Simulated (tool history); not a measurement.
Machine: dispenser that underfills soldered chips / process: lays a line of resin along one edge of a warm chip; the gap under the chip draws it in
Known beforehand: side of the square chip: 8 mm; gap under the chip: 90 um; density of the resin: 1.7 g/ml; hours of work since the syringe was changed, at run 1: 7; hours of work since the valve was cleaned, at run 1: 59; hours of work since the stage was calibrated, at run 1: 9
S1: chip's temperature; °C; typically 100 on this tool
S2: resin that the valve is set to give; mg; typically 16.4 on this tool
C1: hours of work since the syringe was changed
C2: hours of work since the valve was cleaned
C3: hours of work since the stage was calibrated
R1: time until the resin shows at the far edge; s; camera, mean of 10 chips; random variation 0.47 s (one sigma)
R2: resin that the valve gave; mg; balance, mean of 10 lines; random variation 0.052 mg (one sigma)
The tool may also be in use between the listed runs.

run   hour   S1    S2  C1  C2   C3     R1     R2
  1      0  100  16.4   7  59    9   62.5  15.95
       3.2  -- new syringe of resin
  2    3.5  100  16.4   0  61   11   37.1  15.98
  3    6.5  100  14.1   2  63   13   45.3  13.64
  4    9.5  100  16.9   5  65   15     53  16.44
      12.6  -- dispensing valve cleaned and set on the balance
  5   15.7  100  16.9   8   2   19   70.7  16.98
      16.7  -- new syringe of resin
  6   19.9  100  16.4   2   5   22   42.8   16.4
  7   24.4  100  16.4   6   8   25   54.5  16.52
  8   27.7  100  16.4   8  11   28   66.7  16.38
      29.5  -- new syringe of resin
  9   33.1  100  16.4   3  14   31   44.7  16.33
 10     38  100  16.4   6  18   35   59.6  16.37
 11   41.1   87  16.4   8  20   37  112.7  16.18
      42.1  -- new syringe of resin
 12   45.6   87  16.4   3  23   40   70.9   16.3
 13   47.9  100  16.4   4  25   42   51.9  16.27
 14   51.8  100  16.4   7  27   44   65.2   16.3
      54.4  -- new syringe of resin
 15   56.5  100  16.4   1  31   47     41  16.19
 16   60.7  100  16.4   5  34   51   53.6  16.24
 17   65.8  100  16.4   8  37   54   71.8  16.11
      66.7  -- new syringe of resin
 18   69.2  100  16.4   2  39   56   42.6  16.13
 19   72.2  101  17.4   4  42   59   48.5  17.21
 20   76.2  101  17.4   7  44   61   59.1  17.06
      79.2  -- new syringe of resin
 21   80.5  101  17.4   1  47   64   37.2  17.12
 22   85.1  114  17.4   4  51   68   31.7  16.98
 23   87.5   87  17.6   6  52   69   92.3  17.19
 24   90.5   90  14.7   8  55   71   97.8  14.39
      91.7  -- new syringe of resin
 25   94.6  108  15.1   2  57   74   34.2  14.74
 26   97.3   92  15.1   4  59   76   69.2  14.75
 27   99.6  109  16.9   6  61   78   41.7  16.49
 28  103.3  109  16.9   8  64   80   53.5   16.4
       104  -- new syringe of resin
 29  107.4  105  20.6   2  66   83   36.5  19.92
     109.5  -- dispensing valve cleaned and set on the balance
 30  112.8   96  18.3   6   2   86   63.8  18.27
 31  115.3  115  20.5   7   4   88   40.5  20.47
     117.6  -- new syringe of resin
 32  119.1   94  16.8   1   7   91   49.5  16.73
 33  121.8  101  19.7   3   9   92     45   19.5
 34  127.2   95  17.3   7  12   96   76.3  17.24
     130.2  -- new syringe of resin
 35  132.6   96  17.3   2  16  100   47.6  17.12
 36  137.9  106  18.2   5  20  104   47.1  17.99

Some steps in R1, run to run, broken into two amounts with sign: the step expected even without the hidden condition (settings, incoming material, random variation), and the rest, left for the hidden condition together with whatever gauge scatter is not in both the measured and the hidden-condition-free result:
Hidden state present: resin's viscosity, % of fresh resin's; dose that the valve gives, % of what is set; true chip temperature over the reading, C; drift of the gauge itself on fill_s, %; drift of the gauge itself on given_mg, %.
Run 10 -> 11: S1 100 -> 87. R1 +53.1 s: hidden state +32, all else +21.1.
Run 11 -> 12: new syringe of resin. R1 -41.8 s: hidden state -41.5, all else -0.3.
Run 22 -> 23: S1 114 -> 87, S2 17.4 -> 17.6. R1 +60.6 s: hidden state +25.2, all else +35.4.
Run 24 -> 25: S1 90 -> 108, S2 14.7 -> 15.1, new syringe of resin. R1 -63.6 s: hidden state -40.5, all else -23.1.
